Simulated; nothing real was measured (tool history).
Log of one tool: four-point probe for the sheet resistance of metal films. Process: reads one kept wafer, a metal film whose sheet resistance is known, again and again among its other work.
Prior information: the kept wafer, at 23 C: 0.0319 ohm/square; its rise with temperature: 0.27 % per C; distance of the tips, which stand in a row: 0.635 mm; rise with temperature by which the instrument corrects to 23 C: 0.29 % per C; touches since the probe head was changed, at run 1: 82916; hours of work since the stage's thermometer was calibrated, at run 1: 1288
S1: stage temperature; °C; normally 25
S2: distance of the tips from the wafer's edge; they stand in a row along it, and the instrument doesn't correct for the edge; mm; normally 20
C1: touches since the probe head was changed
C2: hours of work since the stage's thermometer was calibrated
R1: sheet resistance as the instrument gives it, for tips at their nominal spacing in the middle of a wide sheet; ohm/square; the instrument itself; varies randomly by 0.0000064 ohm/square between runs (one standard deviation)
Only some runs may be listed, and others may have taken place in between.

{"run": 1, "hour": 0.0, "S1": 25, "S2": 20, "C1": 82916, "C2": 1288, "R1": 0.031797}
{"run": 2, "hour": 73.8, "S1": 25, "S2": 20, "C1": 84170, "C2": 1328, "R1": 0.031792}
{"run": 3, "hour": 140.1, "S1": 25, "S2": 20, "C1": 85298, "C2": 1364, "R1": 0.031792}
{"run": 4, "hour": 248.3, "S1": 25, "S2": 20, "C1": 87137, "C2": 1424, "R1": 0.03178}
{"run": 5, "hour": 334.2, "S1": 25, "S2": 29, "C1": 88596, "C2": 1471, "R1": 0.031769}
{"run": 6, "hour": 405.5, "S1": 25, "S2": 29, "C1": 89808, "C2": 1509, "R1": 0.031783}
{"run": 7, "hour": 516.4, "S1": 25, "S2": 29, "C1": 91694, "C2": 1570, "R1": 0.031769}
{"run": 8, "hour": 592.5, "S1": 25, "S2": 20, "C1": 92988, "C2": 1612, "R1": 0.031783}
{"run": 9, "hour": 658.3, "S1": 25, "S2": 20, "C1": 94106, "C2": 1648, "R1": 0.031782}
{"run": 10, "hour": 792.8, "S1": 25, "S2": 20, "C1": 96391, "C2": 1721, "R1": 0.031773}
{"run": 11, "hour": 928.1, "S1": 25, "S2": 20, "C1": 98691, "C2": 1795, "R1": 0.031774}
{"run": 12, "hour": 1051.2, "S1": 33, "S2": 20, "C1": 100785, "C2": 1862, "R1": 0.031721}
{"run": 13, "hour": 1133.0, "S1": 28, "S2": 20, "C1": 102176, "C2": 1907, "R1": 0.031755}
{"run": 14, "hour": 1212.1, "S1": 28, "S2": 20, "C1": 103520, "C2": 1950, "R1": 0.031751}
{"run": 15, "hour": 1325.8, "S1": 32, "S2": 20, "C1": 105452, "C2": 2012, "R1": 0.03174}
{"run": 16, "hour": 1462.5, "S1": 32, "S2": 20, "C1": 107776, "C2": 2087, "R1": 0.031728}
{"run": 17, "hour": 1521.7, "S1": 25, "S2": 20, "C1": 108782, "C2": 2119, "R1": 0.03177}
{"run": 18, "hour": 1592.9, "S1": 25, "S2": 29, "C1": 109992, "C2": 2158, "R1": 0.031766}
{"run": 19, "hour": 1681.0, "S1": 25, "S2": 29, "C1": 111490, "C2": 2206, "R1": 0.03175}
{"run": 20, "hour": 1808.0, "S1": 25, "S2": 29, "C1": 113649, "C2": 2276, "R1": 0.031751}
{"run": 21, "hour": 1913.5, "S1": 25, "S2": 29, "C1": 115441, "C2": 2333, "R1": 0.031759}
{"run": 22, "hour": 2020.8, "S1": 29, "S2": 5, "C1": 117266, "C2": 2392, "R1": 0.031984}
{"run": 23, "hour": 2094.1, "S1": 29, "S2": 5, "C1": 118512, "C2": 2432, "R1": 0.031992}
{"run": 24, "hour": 2214.1, "S1": 35, "S2": 39, "C1": 120552, "C2": 2498, "R1": 0.031686}
{"run": 25, "hour": 2271.8, "S1": 33, "S2": 5, "C1": 121532, "C2": 2529, "R1": 0.031954}
{"run": 26, "hour": 2376.5, "S1": 33, "S2": 5, "C1": 123311, "C2": 2586, "R1": 0.03196}
{"run": 27, "hour": 2505.3, "S1": 27, "S2": 20, "C1": 125502, "C2": 2657, "R1": 0.031735}
{"run": 28, "hour": 2568.9, "S1": 33, "S2": 4, "C1": 126582, "C2": 2692, "R1": 0.032107}
{"run": 29, "hour": 2669.7, "S1": 20, "S2": 4, "C1": 128295, "C2": 2747, "R1": 0.03217}
{"run": 30, "hour": 2790.8, "S1": 22, "S2": 4, "C1": 130354, "C2": 2813, "R1": 0.032162}
{"run": 31, "hour": 2922.3, "S1": 25, "S2": 4, "C1": 132589, "C2": 2885, "R1": 0.032152}
{"hour": 3036.2, "done": "stage's thermometer calibrated"}
{"run": 32, "hour": 3049.8, "S1": 25, "S2": 4, "C1": 134749, "C2": 7, "R1": 0.032089}
{"run": 33, "hour": 3174.1, "S1": 25, "S2": 4, "C1": 136862, "C2": 75, "R1": 0.032102}
{"run": 34, "hour": 3239.4, "S1": 25, "S2": 4, "C1": 137971, "C2": 111, "R1": 0.032098}
{"run": 35, "hour": 3321.9, "S1": 27, "S2": 4, "C1": 139374, "C2": 156, "R1": 0.032079}
{"run": 36, "hour": 3403.2, "S1": 27, "S2": 4, "C1": 140755, "C2": 201, "R1": 0.032074}
{"run": 37, "hour": 3506.5, "S1": 32, "S2": 21, "C1": 142511, "C2": 257, "R1": 0.031636}
{"run": 38, "hour": 3589.3, "S1": 32, "S2": 21, "C1": 143918, "C2": 302, "R1": 0.031644}
{"run": 39, "hour": 3701.6, "S1": 25, "S2": 3, "C1": 145827, "C2": 364, "R1": 0.032411}
{"run": 40, "hour": 3778.4, "S1": 23, "S2": 70, "C1": 147134, "C2": 406, "R1": 0.031672}
{"run": 41, "hour": 3880.1, "S1": 30, "S2": 19, "C1": 148862, "C2": 461, "R1": 0.031635}

How would selected steps in R1 from run to run divide? Give the signed amount a tool lacking its hidden state would still show from settings, what came in and random variation, and the signed amount left for the hidden state, including any gauge scatter that is not in both of the compared results.
Hidden conditions of the tool in this case: inner tips' distance over the nominal, %; tips' flats over new ones', %; wafer's true temperature over the reading, C; drift of the gauge itself on sheet_ohm, %.
Run 31 -> 32: stage's thermometer calibrated. R1 -0.000063 ohm/square: hidden state -0.00005, all else -0.000013.
Run 36 -> 37: S1 27 -> 32, S2 4 -> 21. R1 -0.000438 ohm/square: hidden state +0.000001, all else -0.000439.
Run 38 -> 39: S1 32 -> 25, S2 21 -> 3. R1 +0.000767 ohm/square: hidden state -0.000007, all else +0.000774.
Run 39 -> 40: S1 25 -> 23, S2 3 -> 70. R1 -0.000739 ohm/square: hidden state +0.000004, all else -0.000743.
